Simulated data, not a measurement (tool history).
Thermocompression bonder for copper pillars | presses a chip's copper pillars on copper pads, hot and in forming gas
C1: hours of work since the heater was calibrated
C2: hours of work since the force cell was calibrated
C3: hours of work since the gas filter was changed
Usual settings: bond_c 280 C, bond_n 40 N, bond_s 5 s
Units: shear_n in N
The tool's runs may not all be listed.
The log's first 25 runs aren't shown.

{"run": 26, "hour": 194.3, "bond_c": 294, "bond_n": 38, "bond_s": 9, "C1": 864, "C2": 128, "C3": 193, "shear_n": 124.1}
{"run": 27, "hour": 203.7, "bond_c": 253, "bond_n": 57, "bond_s": 5, "C1": 869, "C2": 133, "C3": 198, "shear_n": 99.7}
{"run": 28, "hour": 213.7, "bond_c": 253, "bond_n": 57, "bond_s": 7, "C1": 874, "C2": 139, "C3": 203, "shear_n": 106.1}
{"run": 29, "hour": 220.7, "bond_c": 264, "bond_n": 57, "bond_s": 3, "C1": 878, "C2": 143, "C3": 207, "shear_n": 93.7}
{"run": 30, "hour": 225.2, "bond_c": 278, "bond_n": 57, "bond_s": 3, "C1": 881, "C2": 145, "C3": 210, "shear_n": 105.9}
{"run": 31, "hour": 230.1, "bond_c": 280, "bond_n": 34, "bond_s": 5, "C1": 883, "C2": 148, "C3": 212, "shear_n": 98.1}
{"run": 32, "hour": 235.9, "bond_c": 267, "bond_n": 49, "bond_s": 4, "C1": 886, "C2": 151, "C3": 216, "shear_n": 98.5}
{"run": 33, "hour": 242.4, "bond_c": 294, "bond_n": 43, "bond_s": 11, "C1": 890, "C2": 154, "C3": 219, "shear_n": 129.2}
{"run": 34, "hour": 252.9, "bond_c": 284, "bond_n": 35, "bond_s": 7, "C1": 896, "C2": 160, "C3": 225, "shear_n": 111.9}
{"run": 35, "hour": 257.8, "bond_c": 285, "bond_n": 31, "bond_s": 9, "C1": 898, "C2": 163, "C3": 227, "shear_n": 113.3}
{"run": 36, "hour": 265.2, "bond_c": 285, "bond_n": 26, "bond_s": 3, "C1": 902, "C2": 167, "C3": 232, "shear_n": 78.2}
{"run": 37, "hour": 271.9, "bond_c": 272, "bond_n": 27, "bond_s": 3, "C1": 906, "C2": 171, "C3": 235, "shear_n": 68.3}
{"run": 38, "hour": 277.9, "bond_c": 286, "bond_n": 40, "bond_s": 11, "C1": 909, "C2": 174, "C3": 239, "shear_n": 124.8}
{"run": 39, "hour": 288.4, "bond_c": 286, "bond_n": 40, "bond_s": 11, "C1": 915, "C2": 180, "C3": 244, "shear_n": 124.4}

5 ways to go on from here, each from the tool as it stands after run 39. What would each give?
{"run": "A", "hour": 294.8, "bond_c": 286, "bond_n": 30, "bond_s": 11, "C1": 919, "C2": 183, "C3": 248, "shear_n": "?"}
{"run": "B", "hour": 294.8, "bond_c": 280, "bond_n": 39, "bond_s": 5, "C1": 919, "C2": 183, "C3": 248, "shear_n": "?"}
{"run": "C", "hour": 294.8, "bond_c": 304, "bond_n": 45, "bond_s": 11, "C1": 919, "C2": 183, "C3": 248, "shear_n": "?"}
{"run": "D", "hour": 294.8, "bond_c": 294, "bond_n": 40, "bond_s": 6, "C1": 919, "C2": 183, "C3": 248, "shear_n": "?"}
{"run": "E", "hour": 294.8, "bond_c": 303, "bond_n": 29, "bond_s": 15, "C1": 919, "C2": 183, "C3": 248, "shear_n": "?"}

run=A shear_n=115.5
run=B shear_n=102.9
run=C shear_n=133.3
run=D shear_n=118.9
run=E shear_n=128.5
Without the tool's hidden state the same runs would have given:
run=A shear_n=116.8
run=B shear_n=103
run=C shear_n=137.6
run=D shear_n=120.6
run=E shear_n=131.9

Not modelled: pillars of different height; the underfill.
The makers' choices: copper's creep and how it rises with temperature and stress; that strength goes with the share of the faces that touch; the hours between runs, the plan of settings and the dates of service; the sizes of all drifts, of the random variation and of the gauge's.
